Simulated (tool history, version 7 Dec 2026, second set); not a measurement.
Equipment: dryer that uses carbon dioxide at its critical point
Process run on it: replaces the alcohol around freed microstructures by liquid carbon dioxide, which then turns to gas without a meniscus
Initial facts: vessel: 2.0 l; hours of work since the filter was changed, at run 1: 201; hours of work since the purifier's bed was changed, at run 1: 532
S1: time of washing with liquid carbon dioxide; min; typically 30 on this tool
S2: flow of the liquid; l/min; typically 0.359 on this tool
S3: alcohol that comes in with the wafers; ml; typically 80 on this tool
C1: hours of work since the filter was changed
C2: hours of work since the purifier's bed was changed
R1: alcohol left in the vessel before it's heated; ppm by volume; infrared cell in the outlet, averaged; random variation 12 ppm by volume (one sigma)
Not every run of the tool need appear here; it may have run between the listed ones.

| run | hour | S1 | S2 | S3 | C1 | C2 | R1 |
|---|---|---|---|---|---|---|---|
| 1 | 0.0 | 30 | 0.359 | 80 | 201 | 532 | 1112 |
| 2 | 25.8 | 30 | 0.359 | 80 | 211 | 542 | 1159 |
| 3 | 72.2 | 30 | 0.359 | 80 | 230 | 561 | 1178 |
| 4 | 105.1 | 23 | 0.359 | 80 | 243 | 574 | 2678 |
| 5 | 139.5 | 23 | 0.359 | 80 | 256 | 588 | 2686 |
| 6 | 174.9 | 23 | 0.359 | 80 | 271 | 602 | 2755 |
| 7 | 204.9 | 23 | 0.359 | 80 | 283 | 614 | 2772 |
| 8 | 231.9 | 30 | 0.359 | 80 | 293 | 625 | 1289 |
| 9 | 269.6 | 30 | 0.359 | 80 | 308 | 640 | 1288 |
| 10 | 303.2 | 30 | 0.477 | 80 | 322 | 653 | 473 |
| 11 | 350.5 | 30 | 0.477 | 80 | 341 | 672 | 490 |
| 12 | 371.4 | 30 | 0.477 | 80 | 349 | 680 | 495 |
| 13 | 393.5 | 30 | 0.359 | 80 | 358 | 689 | 1454 |
| 14 | 434.9 | 30 | 0.296 | 80 | 374 | 706 | 2630 |
| 15 | 471.8 | 30 | 0.296 | 80 | 389 | 720 | 2635 |
| 16 | 510.0 | 30 | 0.296 | 80 | 404 | 736 | 2773 |
| 17 | 531.7 | 30 | 0.296 | 80 | 413 | 744 | 2701 |
| 18 | 564.1 | 30 | 0.296 | 80 | 426 | 757 | 2819 |
| 19 | 611.9 | 30 | 0.296 | 80 | 445 | 776 | 2870 |
|  | 616.1 | inlet filter changed |
| 20 | 639.5 | 30 | 0.298 | 80 | 9 | 787 | 1560 |
| 21 | 664.9 | 24 | 0.359 | 80 | 20 | 797 | 1773 |
| 22 | 692.7 | 24 | 0.359 | 80 | 31 | 808 | 1803 |
| 23 | 726.5 | 28 | 0.219 | 46 | 44 | 822 | 2461 |
| 24 | 761.4 | 41 | 0.320 | 60 | 58 | 836 | 351 |
| 25 | 806.7 | 19 | 0.234 | 25 | 76 | 854 | 2590 |
| 26 | 830.9 | 19 | 0.234 | 25 | 86 | 864 | 2609 |
| 27 | 879.3 | 48 | 0.482 | 42 | 105 | 883 | 98 |
| 28 | 924.0 | 34 | 0.455 | 37 | 123 | 901 | 176 |
| 29 | 962.1 | 30 | 0.572 | 80 | 138 | 916 | 180 |
| 30 | 983.9 | 35 | 0.267 | 51 | 147 | 925 | 1079 |
| 31 | 1009.7 | 26 | 0.397 | 60 | 157 | 935 | 957 |
| 32 | 1037.6 | 20 | 0.320 | 80 | 168 | 946 | 4368 |
| 33 | 1083.7 | 31 | 0.359 | 80 | 187 | 965 | 940 |
| 34 | 1119.5 | 31 | 0.359 | 80 | 201 | 979 | 1007 |
| 35 | 1152.2 | 24 | 0.355 | 80 | 214 | 992 | 2353 |
| 36 | 1178.3 | 30 | 0.359 | 51 | 225 | 1002 | 780 |
| 37 | 1213.1 | 19 | 0.449 | 46 | 239 | 1016 | 1454 |

3 options for the next run, each taken on its own from the tool as it stands now. Forecast them:
| A | 1248.8 | 48 | 0.454 | 81 | 253 | 1031 | ? |
| B | 1248.8 | 19 | 0.430 | 51 | 253 | 1031 | ? |
| C | 1248.8 | 20 | 0.574 | 46 | 253 | 1031 | ? |

| run | R1 |
|---|---|
| A | 131 |
| B | 1804 |
| C | 595 |
With the hidden condition removed and each run's random variation left untouched, the same runs would have given:
| run | R1 |
|---|---|
| A | 24 |
| B | 1258 |
| C | 333 |
